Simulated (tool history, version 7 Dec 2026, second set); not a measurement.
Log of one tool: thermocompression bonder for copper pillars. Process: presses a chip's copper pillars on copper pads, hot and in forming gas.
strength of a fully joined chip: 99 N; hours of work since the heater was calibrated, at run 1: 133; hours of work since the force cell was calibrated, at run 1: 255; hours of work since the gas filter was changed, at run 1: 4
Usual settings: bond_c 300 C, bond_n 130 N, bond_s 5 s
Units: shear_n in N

run	hour	bond_c	bond_n	bond_s	hours of work since the heater was calibrated	hours of work since the force cell was calibrated	hours of work since the gas filter was changed	shear_n
1	0.0	300	130	5	133	255	4	70.5
2	10.1	300	130	5	140	262	11	71.6
3	24.4	300	130	5	150	272	21	71.1
4	32.1	300	130	5	155	277	26	72.8
5	46.6	300	130	5	165	287	36	71.3
6	64.0	300	130	5	177	299	49	71.8
7	81.5	300	143	5	189	311	61	73.8
8	96.8	300	143	5	200	322	71	73.3
9	115.5	300	156	8	213	335	84	82.5
10	133.0	300	156	8	225	347	97	80.5
11	143.5	295	156	4	233	355	104	68.5
12	158.5	286	96	5	243	365	114	56.4

Some steps in shear_n between neighbouring runs. How much of each would the tool show without its hidden state too (settings, what came in, random variation), and how much is left for the hidden state, with any gauge scatter that isn't in both results?
The hidden state here: true temperature of the bond over the reading, C; force that reaches the chip, % of what is set; oxide that the forming gas leaves, % of the face; drift of the gauge itself on shear_n, %.
Run 8 -> 9: bond_n 143 -> 156, bond_s 5 -> 8. shear_n +9.2 N: hidden state -0.3, all else +9.5.
Run 11 -> 12: bond_c 295 -> 286, bond_n 156 -> 96, bond_s 4 -> 5. shear_n -12.1 N: hidden state +0.2, all else -12.3.
